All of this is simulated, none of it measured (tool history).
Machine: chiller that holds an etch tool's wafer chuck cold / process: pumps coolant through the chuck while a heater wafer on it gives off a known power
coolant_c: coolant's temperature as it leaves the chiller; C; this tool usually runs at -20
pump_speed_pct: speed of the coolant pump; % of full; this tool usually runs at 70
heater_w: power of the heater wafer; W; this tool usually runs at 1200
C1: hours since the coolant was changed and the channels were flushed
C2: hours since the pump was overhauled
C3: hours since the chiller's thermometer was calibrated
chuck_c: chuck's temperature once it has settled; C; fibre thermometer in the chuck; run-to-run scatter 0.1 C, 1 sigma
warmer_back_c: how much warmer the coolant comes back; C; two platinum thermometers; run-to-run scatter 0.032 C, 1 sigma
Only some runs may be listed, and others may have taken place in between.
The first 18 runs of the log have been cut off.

{"run": 19, "hour": 697.1, "coolant_c": -28, "pump_speed_pct": 79, "heater_w": 1797, "C1": 847, "C2": 2277, "C3": 1620, "chuck_c": -12.4, "warmer_back_c": 5.4}
{"run": 20, "hour": 738.2, "coolant_c": -10, "pump_speed_pct": 70, "heater_w": 1200, "C1": 888, "C2": 2318, "C3": 1661, "chuck_c": 1.5, "warmer_back_c": 4.08}
{"run": 21, "hour": 767.7, "coolant_c": -18, "pump_speed_pct": 62, "heater_w": 1271, "C1": 917, "C2": 2347, "C3": 1691, "chuck_c": -5.3, "warmer_back_c": 4.8}
{"run": 22, "hour": 810.7, "coolant_c": -25, "pump_speed_pct": 78, "heater_w": 1271, "C1": 960, "C2": 2390, "C3": 1734, "chuck_c": -13.8, "warmer_back_c": 3.99}
{"run": 23, "hour": 834.2, "coolant_c": -25, "pump_speed_pct": 78, "heater_w": 1271, "C1": 984, "C2": 2414, "C3": 1757, "chuck_c": -13.6, "warmer_back_c": 3.99}
{"run": 24, "hour": 867.0, "coolant_c": -25, "pump_speed_pct": 78, "heater_w": 1271, "C1": 1017, "C2": 2447, "C3": 1790, "chuck_c": -13.8, "warmer_back_c": 3.95}
{"run": 25, "hour": 906.3, "coolant_c": -11, "pump_speed_pct": 63, "heater_w": 694, "C1": 1056, "C2": 2486, "C3": 1829, "chuck_c": -3.9, "warmer_back_c": 2.74}
{"run": 26, "hour": 954.5, "coolant_c": -20, "pump_speed_pct": 79, "heater_w": 986, "C1": 1104, "C2": 2534, "C3": 1878, "chuck_c": -11.5, "warmer_back_c": 3.18}
{"run": 27, "hour": 988.2, "coolant_c": -20, "pump_speed_pct": 69, "heater_w": 1200, "C1": 1138, "C2": 2568, "C3": 1911, "chuck_c": -8.6, "warmer_back_c": 4.25}
{"run": 28, "hour": 1038.7, "coolant_c": -20, "pump_speed_pct": 69, "heater_w": 1200, "C1": 1188, "C2": 2619, "C3": 1962, "chuck_c": -8.5, "warmer_back_c": 4.33}
{"hour": 1065.3, "done": "gauge calibrated"}
{"run": 29, "hour": 1081.1, "coolant_c": -20, "pump_speed_pct": 69, "heater_w": 1200, "C1": 1231, "C2": 2661, "C3": 2004, "chuck_c": -8.6, "warmer_back_c": 3.86}
{"run": 30, "hour": 1130.0, "coolant_c": -15, "pump_speed_pct": 60, "heater_w": 1009, "C1": 1280, "C2": 2710, "C3": 2053, "chuck_c": -4.4, "warmer_back_c": 3.76}
{"run": 31, "hour": 1155.4, "coolant_c": -20, "pump_speed_pct": 70, "heater_w": 787, "C1": 1305, "C2": 2735, "C3": 2078, "chuck_c": -12.6, "warmer_back_c": 2.57}

Each row is a separate what-if for the run after 31, all from the same tool condition, not one after another. Results?
{"run": "A", "hour": 1203.4, "coolant_c": -20, "pump_speed_pct": 70, "heater_w": 1202, "C1": 1353, "C2": 2783, "C3": 2126, "chuck_c": "?", "warmer_back_c": "?"}
{"run": "B", "hour": 1203.4, "coolant_c": -20, "pump_speed_pct": 70, "heater_w": 985, "C1": 1353, "C2": 2783, "C3": 2126, "chuck_c": "?", "warmer_back_c": "?"}
{"run": "C", "hour": 1203.4, "coolant_c": -21, "pump_speed_pct": 60, "heater_w": 1178, "C1": 1353, "C2": 2783, "C3": 2126, "chuck_c": "?", "warmer_back_c": "?"}
{"run": "D", "hour": 1203.4, "coolant_c": -20, "pump_speed_pct": 70, "heater_w": 1526, "C1": 1353, "C2": 2783, "C3": 2126, "chuck_c": "?", "warmer_back_c": "?"}
{"run": "E", "hour": 1203.4, "coolant_c": -27, "pump_speed_pct": 78, "heater_w": 1382, "C1": 1353, "C2": 2783, "C3": 2126, "chuck_c": "?", "warmer_back_c": "?"}

run=A chuck_c=-8.8 warmer_back_c=3.91
run=B chuck_c=-10.7 warmer_back_c=3.20
run=C chuck_c=-8.8 warmer_back_c=4.34
run=D chuck_c=-5.8 warmer_back_c=4.93
run=E chuck_c=-14.8 warmer_back_c=4.07
With the hidden condition removed and each run's random variation left untouched, the same runs would have given:
run=A chuck_c=-8.9 warmer_back_c=3.85
run=B chuck_c=-10.7 warmer_back_c=3.14
run=C chuck_c=-8.8 warmer_back_c=4.28
run=D chuck_c=-5.8 warmer_back_c=4.87
run=E chuck_c=-14.8 warmer_back_c=4.01
